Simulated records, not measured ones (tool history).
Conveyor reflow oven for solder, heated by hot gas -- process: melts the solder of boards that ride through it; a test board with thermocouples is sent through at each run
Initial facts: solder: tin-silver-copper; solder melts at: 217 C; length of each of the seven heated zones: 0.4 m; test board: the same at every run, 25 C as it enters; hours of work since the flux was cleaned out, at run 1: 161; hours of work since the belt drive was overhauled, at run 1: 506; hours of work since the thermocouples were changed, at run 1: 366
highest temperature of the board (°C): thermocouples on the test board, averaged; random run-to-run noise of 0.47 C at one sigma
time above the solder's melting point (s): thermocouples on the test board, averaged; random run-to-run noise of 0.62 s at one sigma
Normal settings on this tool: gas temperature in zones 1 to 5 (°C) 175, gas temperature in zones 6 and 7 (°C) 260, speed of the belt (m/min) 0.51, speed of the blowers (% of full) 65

run   hour  gas temperature in zones 1 to 5 (°C)  gas temperature in zones 6 and 7 (°C)  speed of the belt (m/min)  speed of the blowers (% of full)  hours of work since the flux was cleaned out  hours of work since the belt drive was overhauled  hours of work since the thermocouples were changed  highest temperature of the board (°C)  time above the solder's melting point (s)
  1      0                                   175                                    260                       0.51                                65                                           161                                                506                                                 366                                  244.5                                       63.3
  2   15.7                                   175                                    260                       0.51                                65                                           169                                                514                                                 374                                  244.8                                         64
  3     40                                   175                                    260                       0.51                                65                                           181                                                526                                                 386                                  244.9                                       63.8
  4   67.5                                   175                                    260                       0.51                                65                                           194                                                539                                                 399                                  245.3                                       63.5
  5   81.9                                   175                                    260                       0.51                                65                                           201                                                547                                                 407                                  244.1                                       63.5
  6  100.5                                   175                                    262                       0.51                                65                                           211                                                556                                                 416                                  246.4                                       66.1
  7  123.3                                   164                                    260                       0.51                                65                                           222                                                567                                                 427                                  242.3                                       56.9
  8  145.2                                   175                                    260                       0.51                                65                                           233                                                578                                                 438                                  244.1                                       63.9
  9  172.7                                   175                                    260                       0.51                                65                                           246                                                592                                                 452                                  243.6                                       63.9
       192  -- flux residue cleaned out of gas plates and filters
 10    197                                   175                                    260                       0.51                                65                                             2                                                601                                                 461                                  245.8                                         64
     202.9  -- belt drive overhauled, speed set with a stopwatch
 11  218.9                                   175                                    260                       0.51                                65                                            11                                                  8                                                 470                                  244.6                                       65.1
 12  250.7                                   175                                    260                       0.51                                65                                            27                                                 24                                                 486                                  244.7                                       65.5
 13  278.7                                   175                                    260                       0.51                                65                                            41                                                 38                                                 500                                  245.2                                       66.2
 14  302.6                                   175                                    260                       0.51                                65                                            53                                                 49                                                 511                                  244.8                                       64.3
 15  332.4                                   175                                    260                       0.51                                65                                            68                                                 64                                                 526                                  244.4                                       65.3
 16  353.5                                   175                                    260                       0.51                                65                                            78                                                 75                                                 537                                  244.3                                       64.4
 17  367.4                                   175                                    261                      0.453                                65                                            85                                                 82                                                 544                                  248.3                                       79.4
 18  385.9                                   175                                    249                      0.453                                60                                            94                                                 91                                                 553                                  237.4                                       62.7
     396.3  -- belt drive overhauled, speed set with a stopwatch, once more
 19  415.1                                   175                                    249                      0.453                                60                                           107                                                  9                                                 565                                  236.3                                       61.2
 20  443.4                                   162                                    260                      0.591                                54                                           121                                                 23                                                 579                                  231.8                                       30.5
 21  473.3                                   178                                    264                      0.563                                54                                           135                                                 38                                                 594                                    241                                       50.7
 22  500.4                                   175                                    257                       0.51                                65                                           149                                                 52                                                 607                                  241.4                                       59.9
 23  522.2                                   167                                    260                       0.51                                77                                           160                                                 62                                                 618                                  244.8                                       62.1
 24  542.6                                   170                                    251                      0.583                                52                                           170                                                 72                                                 628                                    226                                       23.9
 25  566.1                                   173                                    252                      0.583                                57                                           181                                                 84                                                 640                                    230                                       32.4
 26  589.7                                   175                                    260                      0.525                                65                                           193                                                 96                                                 652                                  243.2                                       59.8
 27    603                                   175                                    260                      0.525                                65                                           200                                                102                                                 658                                  243.1                                       58.9
 28  619.9                                   175                                    260                       0.51                                52                                           208                                                111                                                 667                                  238.9                                       54.9
 29    643                                   181                                    267                       0.51                                88                                           220                                                122                                                 678                                    256                                       78.4
 30  665.5                                   181                                    270                       0.51                                71                                           231                                                133                                                 689                                  255.2                                       76.1

Branching from run 30: 4 alternative next runs. What would each branch give?
  A  695.5                                   175                                    260                      0.556                                65                                           246                                                148                                                 704                                      ?                                          ?
  B  695.5                                   176                                    255                       0.51                                65                                           246                                                148                                                 704                                      ?                                          ?
  C  695.5                                   175                                    260                       0.51                                52                                           246                                                148                                                 704                                      ?                                          ?
  D  695.5                                   181                                    270                       0.51                                68                                           246                                                148                                                 704                                      ?                                          ?

run  highest temperature of the board (°C)  time above the solder's melting point (s)
  A                                  240.8                                       53.7
  B                                  239.7                                       57.5
  C                                  238.3                                       54.5
  D                                  253.5                                         75
Without the tool's hidden state the same runs would have given:
run  highest temperature of the board (°C)  time above the solder's melting point (s)
  A                                    243                                       56.6
  B                                  241.9                                       60.5
  C                                  240.4                                       57.5
  D                                  255.8                                       76.8
